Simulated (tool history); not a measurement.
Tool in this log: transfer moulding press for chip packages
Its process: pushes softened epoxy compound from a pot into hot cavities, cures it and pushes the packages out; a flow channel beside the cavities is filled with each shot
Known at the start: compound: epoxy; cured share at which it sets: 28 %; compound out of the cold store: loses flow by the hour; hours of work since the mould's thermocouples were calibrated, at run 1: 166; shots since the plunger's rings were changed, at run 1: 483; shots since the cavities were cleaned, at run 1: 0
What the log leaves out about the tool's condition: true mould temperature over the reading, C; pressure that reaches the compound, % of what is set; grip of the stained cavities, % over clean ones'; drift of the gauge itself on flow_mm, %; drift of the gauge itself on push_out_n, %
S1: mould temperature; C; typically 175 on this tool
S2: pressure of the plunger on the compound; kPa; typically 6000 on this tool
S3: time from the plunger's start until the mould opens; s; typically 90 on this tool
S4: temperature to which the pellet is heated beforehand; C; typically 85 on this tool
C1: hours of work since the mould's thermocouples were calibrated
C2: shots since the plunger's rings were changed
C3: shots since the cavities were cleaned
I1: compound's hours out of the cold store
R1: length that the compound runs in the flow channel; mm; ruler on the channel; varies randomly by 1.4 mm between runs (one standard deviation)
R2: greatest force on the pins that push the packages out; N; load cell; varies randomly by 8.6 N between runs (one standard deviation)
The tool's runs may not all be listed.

run 1 hour=0.0 | S1=175 S2=6000 S3=90 S4=85 | C1=166 C2=483 C3=0 | I1=38.7 | R1=582 R2=385
run 2 hour=5.2 | S1=175 S2=6000 S3=90 S4=85 | C1=169 C2=547 C3=64 | I1=35.2 | R1=591 R2=444
run 3 hour=17.2 | S1=175 S2=4900 S3=90 S4=85 | C1=176 C2=695 C3=212 | I1=28.7 | R1=539 R2=520
run 4 hour=28.7 | S1=175 S2=4900 S3=90 S4=85 | C1=184 C2=836 C3=353 | I1=22.2 | R1=548 R2=626
run 5 hour=36.5 | S1=175 S2=4900 S3=90 S4=85 | C1=189 C2=933 C3=450 | I1=36.4 | R1=529 R2=641
run 6 hour=41.7 | S1=175 S2=7230 S3=90 S4=85 | C1=192 C2=996 C3=513 | I1=23.7 | R1=666 R2=668
run 7 hour=49.7 | S1=175 S2=7230 S3=90 S4=85 | C1=197 C2=1095 C3=612 | I1=15.5 | R1=679 R2=736
-- hour=59.3 cavities cleaned with cleaning compound and waxed
run 8 hour=60.8 | S1=183 S2=7230 S3=90 S4=85 | C1=203 C2=1213 C3=19 | I1=31.6 | R1=627 R2=278
run 9 hour=67.4 | S1=175 S2=4820 S3=90 S4=85 | C1=207 C2=1294 C3=100 | I1=31.5 | R1=533 R2=478
run 10 hour=76.2 | S1=175 S2=6000 S3=71 S4=85 | C1=213 C2=1402 C3=208 | I1=47.9 | R1=565 R2=929
run 11 hour=82.4 | S1=183 S2=6000 S3=90 S4=85 | C1=216 C2=1478 C3=284 | I1=9.3 | R1=606 R2=403
run 12 hour=94.1 | S1=175 S2=6000 S3=90 S4=85 | C1=224 C2=1622 C3=428 | I1=12.4 | R1=626 R2=660
run 13 hour=100.5 | S1=175 S2=6000 S3=90 S4=85 | C1=228 C2=1701 C3=507 | I1=26.1 | R1=599 R2=677
run 14 hour=111.6 | S1=175 S2=4820 S3=90 S4=85 | C1=235 C2=1838 C3=644 | I1=14.6 | R1=553 R2=718
-- hour=118.2 cavities cleaned with cleaning compound and waxed
run 15 hour=118.5 | S1=175 S2=4820 S3=90 S4=85 | C1=238 C2=1904 C3=3 | I1=35.4 | R1=523 R2=381
run 16 hour=127.4 | S1=175 S2=4820 S3=90 S4=85 | C1=244 C2=2013 C3=112 | I1=16.3 | R1=550 R2=489
run 17 hour=132.7 | S1=175 S2=4820 S3=90 S4=85 | C1=247 C2=2079 C3=178 | I1=29.4 | R1=531 R2=518
run 18 hour=139.7 | S1=175 S2=4820 S3=90 S4=85 | C1=252 C2=2165 C3=264 | I1=47.2 | R1=505 R2=549
run 19 hour=149.6 | S1=175 S2=4820 S3=120 S4=85 | C1=258 C2=2287 C3=386 | I1=44.5 | R1=508 R2=431
run 20 hour=162.1 | S1=175 S2=4820 S3=120 S4=85 | C1=266 C2=2441 C3=540 | I1=12.7 | R1=554 R2=465
run 21 hour=169.7 | S1=180 S2=6720 S3=98 S4=93 | C1=271 C2=2533 C3=632 | I1=20.5 | R1=626 R2=493
-- hour=177.4 cavities cleaned with cleaning compound and waxed
run 22 hour=177.5 | S1=181 S2=6000 S3=90 S4=86 | C1=275 C2=2612 C3=1 | I1=27.0 | R1=578 R2=284
run 23 hour=187.9 | S1=181 S2=6000 S3=90 S4=86 | C1=281 C2=2739 C3=128 | I1=43.1 | R1=554 R2=361
run 24 hour=198.1 | S1=181 S2=6790 S3=90 S4=86 | C1=287 C2=2865 C3=254 | I1=18.6 | R1=626 R2=415
run 25 hour=206.1 | S1=175 S2=6000 S3=75 S4=81 | C1=293 C2=2963 C3=352 | I1=26.3 | R1=594 R2=948
run 26 hour=216.9 | S1=175 S2=6000 S3=75 S4=81 | C1=299 C2=3096 C3=485 | I1=25.6 | R1=595 R2=998
run 27 hour=227.9 | S1=175 S2=6000 S3=75 S4=81 | C1=306 C2=3231 C3=620 | I1=21.9 | R1=600 R2=1120
run 28 hour=234.4 | S1=182 S2=5270 S3=80 S4=87 | C1=310 C2=3312 C3=701 | I1=45.0 | R1=510 R2=570
-- hour=237.1 cavities cleaned with cleaning compound and waxed
run 29 hour=242.1 | S1=182 S2=5270 S3=80 S4=87 | C1=314 C2=3388 C3=62 | I1=46.9 | R1=506 R2=347

Hidden state at the last listed run before each entry between runs and at the first one after, where it differs:
In the gap between runs 7 and 8: cavities cleaned with cleaning compound and waxed (hour 59.3)
  true mould temperature over the reading, C: -0.24 -> -0.25; pressure that reaches the compound, % of what is set: 97.93 -> 97.76; grip of the stained cavities, % over clean ones': 84.8 -> 7.9
  measured result minus the result with no hidden state, R1: -7 -> -6 mm; R2: +344 -> +21 N
In the gap between runs 14 and 15: cavities cleaned with cleaning compound and waxed (hour 118.2)
  pressure that reaches the compound, % of what is set: 96.91 -> 96.81; grip of the stained cavities, % over clean ones': 87.5 -> 1.4
  measured result minus the result with no hidden state, R1: -8 -> -8 mm; R2: +341 -> +13 N
In the gap between runs 21 and 22: cavities cleaned with cleaning compound and waxed (hour 177.4)
  true mould temperature over the reading, C: -0.34 -> -0.35; pressure that reaches the compound, % of what is set: 95.92 -> 95.81; grip of the stained cavities, % over clean ones': 85.2 -> 0.2
  measured result minus the result with no hidden state, R1: -12 -> -11 mm; R2: +230 -> +3 N
In the gap between runs 28 and 29: cavities cleaned with cleaning compound and waxed (hour 237.1)
  pressure that reaches the compound, % of what is set: 94.84 -> 94.75; grip of the stained cavities, % over clean ones': 89.2 -> 16
  measured result minus the result with no hidden state, R1: -13 -> -13 mm; R2: +275 -> +53 N
